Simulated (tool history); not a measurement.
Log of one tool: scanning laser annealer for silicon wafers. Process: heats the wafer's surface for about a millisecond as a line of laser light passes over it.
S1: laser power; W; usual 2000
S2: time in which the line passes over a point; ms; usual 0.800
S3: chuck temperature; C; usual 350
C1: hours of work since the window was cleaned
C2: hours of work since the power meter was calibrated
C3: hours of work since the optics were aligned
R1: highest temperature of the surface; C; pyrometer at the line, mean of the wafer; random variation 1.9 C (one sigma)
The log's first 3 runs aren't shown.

run 4 hour=72.1 | S1=2000 S2=0.800 S3=350 | C1=835 C2=710 C3=260 | R1=1110
-- hour=108.8 window over the wafer cleaned
run 5 hour=109.2 | S1=2000 S2=0.800 S3=350 | C1=0 C2=731 C3=281 | R1=1166
run 6 hour=143.1 | S1=2000 S2=0.800 S3=350 | C1=20 C2=751 C3=302 | R1=1164
run 7 hour=163.2 | S1=2000 S2=0.800 S3=350 | C1=32 C2=763 C3=314 | R1=1160
run 8 hour=189.9 | S1=1899 S2=0.800 S3=350 | C1=48 C2=779 C3=330 | R1=1106
run 9 hour=216.5 | S1=1899 S2=0.800 S3=350 | C1=64 C2=795 C3=346 | R1=1106
run 10 hour=256.5 | S1=1899 S2=0.800 S3=350 | C1=88 C2=819 C3=369 | R1=1102
run 11 hour=295.6 | S1=1899 S2=0.800 S3=350 | C1=112 C2=842 C3=393 | R1=1101
run 12 hour=332.5 | S1=1899 S2=0.800 S3=350 | C1=134 C2=864 C3=415 | R1=1099
run 13 hour=372.0 | S1=1899 S2=0.800 S3=350 | C1=157 C2=888 C3=438 | R1=1100
run 14 hour=400.3 | S1=2000 S2=0.995 S3=350 | C1=174 C2=904 C3=455 | R1=1246
run 15 hour=426.9 | S1=2000 S2=0.995 S3=350 | C1=190 C2=920 C3=471 | R1=1247
run 16 hour=448.6 | S1=2000 S2=0.995 S3=350 | C1=203 C2=933 C3=484 | R1=1245
run 17 hour=472.3 | S1=2000 S2=0.995 S3=350 | C1=217 C2=947 C3=498 | R1=1244
run 18 hour=488.9 | S1=2042 S2=0.991 S3=350 | C1=227 C2=957 C3=508 | R1=1270
run 19 hour=513.2 | S1=2042 S2=0.991 S3=350 | C1=242 C2=972 C3=523 | R1=1264
run 20 hour=554.1 | S1=1890 S2=0.991 S3=347 | C1=266 C2=996 C3=547 | R1=1171
run 21 hour=590.2 | S1=2058 S2=0.800 S3=371 | C1=288 C2=1018 C3=569 | R1=1190

Run 22 comes next. What will it give?
run 22 hour=618.6 | S1=2171 S2=0.800 S3=312 | C1=304 C2=1035 C3=586 | R1=?

{"run 22": {"R1": 1193}}
Without the tool's hidden state the same run would have given R1 1229 C.
